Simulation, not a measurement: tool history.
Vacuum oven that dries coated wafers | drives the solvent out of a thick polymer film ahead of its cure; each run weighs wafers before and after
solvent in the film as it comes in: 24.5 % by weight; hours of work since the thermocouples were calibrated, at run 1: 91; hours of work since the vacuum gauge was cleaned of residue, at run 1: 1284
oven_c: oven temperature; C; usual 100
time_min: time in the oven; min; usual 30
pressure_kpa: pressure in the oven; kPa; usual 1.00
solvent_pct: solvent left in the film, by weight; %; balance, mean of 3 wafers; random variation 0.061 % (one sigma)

run	hour	oven_c	time_min	pressure_kpa	hours of work since the thermocouples were calibrated	hours of work since the vacuum gauge was cleaned of residue	solvent_pct
1	0.0	100	30	1.00	91	1284	4.04
2	46.6	100	30	1.00	126	1320	4.08
3	142.2	100	30	1.00	200	1394	4.10
4	218.1	100	30	1.00	258	1452	4.27
5	311.6	100	30	1.00	330	1524	4.09
6	353.0	100	30	1.00	362	1556	4.16
7	448.8	100	30	1.00	436	1629	4.11
8	522.1	102	30	1.00	492	1686	3.55
9	587.1	102	30	1.00	542	1736	3.59
10	652.8	102	30	1.00	592	1786	3.64
11	703.1	102	30	1.00	631	1825	3.64
12	774.9	93	30	1.00	686	1880	6.08
13	841.6	93	30	1.00	738	1931	6.12
14	888.8	93	30	1.00	774	1968	5.99
# hour 927.7: vacuum gauge cleaned of residue and calibrated
15	975.5	93	30	1.00	839	37	5.36
16	1039.0	113	52	1.00	888	86	0.73
17	1083.7	103	27	1.00	923	120	3.38

The next listed run, before its measurement:
18	1148.5	110	19	1.18	972	170	?

Run 18 gave solvent_pct 3.67 %.
Without the tool's hidden state the same run would have given solvent_pct 3.77 %.
